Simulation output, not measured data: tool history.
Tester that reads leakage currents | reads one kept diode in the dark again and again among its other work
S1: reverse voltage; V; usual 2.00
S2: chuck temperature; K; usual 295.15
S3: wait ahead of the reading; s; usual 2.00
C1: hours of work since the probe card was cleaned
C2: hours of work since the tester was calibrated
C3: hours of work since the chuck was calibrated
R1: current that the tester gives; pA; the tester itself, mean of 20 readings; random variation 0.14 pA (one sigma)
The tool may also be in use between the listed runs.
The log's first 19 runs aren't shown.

{"run": 20, "hour": 1534.5, "S1": 4.44, "S2": 295.15, "S3": 2.0, "C1": 744, "C2": 3630, "C3": 765, "R1": 60.69}
{"run": 21, "hour": 1619.8, "S1": 4.44, "S2": 295.15, "S3": 2.0, "C1": 808, "C2": 3694, "C3": 829, "R1": 61.45}
{"run": 22, "hour": 1681.1, "S1": 3.13, "S2": 299.15, "S3": 0.35, "C1": 854, "C2": 3740, "C3": 875, "R1": 78.25}
{"run": 23, "hour": 1739.6, "S1": 1.79, "S2": 314.15, "S3": 9.49, "C1": 898, "C2": 3784, "C3": 919, "R1": 224.15}
{"run": 24, "hour": 1803.9, "S1": 1.79, "S2": 314.15, "S3": 9.49, "C1": 946, "C2": 3832, "C3": 967, "R1": 226.23}
{"run": 25, "hour": 1875.5, "S1": 13.89, "S2": 295.15, "S3": 6.1, "C1": 1000, "C2": 3886, "C3": 1021, "R1": 96.28}
{"run": 26, "hour": 1983.9, "S1": 3.68, "S2": 295.15, "S3": 9.92, "C1": 1082, "C2": 3967, "C3": 1103, "R1": 59.57}
{"run": 27, "hour": 2042.9, "S1": 6.85, "S2": 319.15, "S3": 0.37, "C1": 1126, "C2": 4012, "C3": 1147, "R1": 510.88}
{"run": 28, "hour": 2117.2, "S1": 2.0, "S2": 302.15, "S3": 1.42, "C1": 1182, "C2": 4068, "C3": 1203, "R1": 89.98}
{"run": 29, "hour": 2224.4, "S1": 2.0, "S2": 302.15, "S3": 1.42, "C1": 1263, "C2": 4148, "C3": 1284, "R1": 90.14}
{"run": 30, "hour": 2312.4, "S1": 8.31, "S2": 301.15, "S3": 1.38, "C1": 1329, "C2": 4215, "C3": 1350, "R1": 136.0}

3 ways to go on from here, each from the tool as it stands after run 30. What would each give?
{"run": "A", "hour": 2359.8, "S1": 2.56, "S2": 304.15, "S3": 1.38, "C1": 1364, "C2": 4250, "C3": 1386, "R1": "?"}
{"run": "B", "hour": 2359.8, "S1": 2.82, "S2": 295.15, "S3": 2.0, "C1": 1364, "C2": 4250, "C3": 1386, "R1": "?"}
{"run": "C", "hour": 2359.8, "S1": 2.11, "S2": 330.15, "S3": 5.89, "C1": 1364, "C2": 4250, "C3": 1386, "R1": "?"}

run=A R1=117.40
run=B R1=57.12
run=C R1=815.79
Without the tool's hidden state the same runs would have given:
run=A R1=101.91
run=B R1=47.51
run=C R1=739.53
